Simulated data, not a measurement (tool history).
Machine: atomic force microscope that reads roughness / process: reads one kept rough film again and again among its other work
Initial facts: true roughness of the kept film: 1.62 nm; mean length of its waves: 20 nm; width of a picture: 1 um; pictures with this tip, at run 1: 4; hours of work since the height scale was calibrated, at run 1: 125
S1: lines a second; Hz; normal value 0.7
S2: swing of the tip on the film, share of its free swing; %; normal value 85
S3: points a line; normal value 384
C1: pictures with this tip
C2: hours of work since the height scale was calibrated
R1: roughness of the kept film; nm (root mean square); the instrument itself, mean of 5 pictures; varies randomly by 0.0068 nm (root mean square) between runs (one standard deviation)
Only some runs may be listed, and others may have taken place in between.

run   hour     S1  S2    S3   C1   C2     R1
  1      0    0.7  85   384    4  125   1.39
  2    6.9    0.7  85   384   19  129   1.38
  3   13.6    0.7  85   384   33  133  1.376
  4   22.4    0.7  85   384   51  138  1.378
  5   28.2    0.7  85  1012   63  142  1.407
  6   36.3    0.7  82  1012   80  147  1.428
  7   45.2  0.525  82  1012   99  152  1.447
  8   48.9  0.525  82  1012  106  154  1.425
  9   53.3  0.525  82  1012  115  157  1.432
 10     58  0.525  82  1012  125  160  1.444
 11   63.3  0.525  82  1012  136  163  1.443
 12   69.5    0.7  60   384  149  167  1.448
 13   76.6    0.7  85   384  164  171  1.385
 14   81.5  3.753  85   384  174  174  1.072
 15   86.8  3.753  85   384  185  177  1.081
 16   94.4  0.892  85   384  201  182  1.347
 17   99.4  0.892  87   395  211  185  1.348
 18  107.6  0.892  87   395  228  190  1.345
 19  116.2   2.76  74   761  246  195  1.287
 20  123.5  2.138  82   384  261  200  1.253
 21  131.9  0.522  71   388  279  205  1.432
 22  138.6    0.7  65   801  293  209  1.469
 23  142.9    0.7  65   801  302  212  1.467
 24  147.5    0.7  56   369  311  214  1.444
     152.2  -- new tip fitted
 25    154  2.313  66   384    4  218  1.361
 26  158.1  2.313  66   384   12  220  1.363
 27  164.8  2.313  66   384   26  225  1.362
 28  169.1    3.8  66   557   35  227   1.31
 29  175.3    3.8  66   557   48  231  1.316
 30  182.5  1.192  88   557   63  235  1.317
 31  191.2  3.681  86   904   81  241  1.093
 32  195.7  3.681  86   904   90  243  1.083

What if the next run were any one of these 3? Each begins from the tool's condition after run 32:
  A  204.4  3.681  63  904  109  249   ?
  B  204.4    0.7  62  301  109  249   ?
  C  204.4  1.518  86  470  109  249   ?

run     R1
  A  1.341
  B  1.441
  C  1.277
With no hidden state in the tool, these same runs would have given:
run     R1
  A  1.342
  B  1.442
  C  1.278

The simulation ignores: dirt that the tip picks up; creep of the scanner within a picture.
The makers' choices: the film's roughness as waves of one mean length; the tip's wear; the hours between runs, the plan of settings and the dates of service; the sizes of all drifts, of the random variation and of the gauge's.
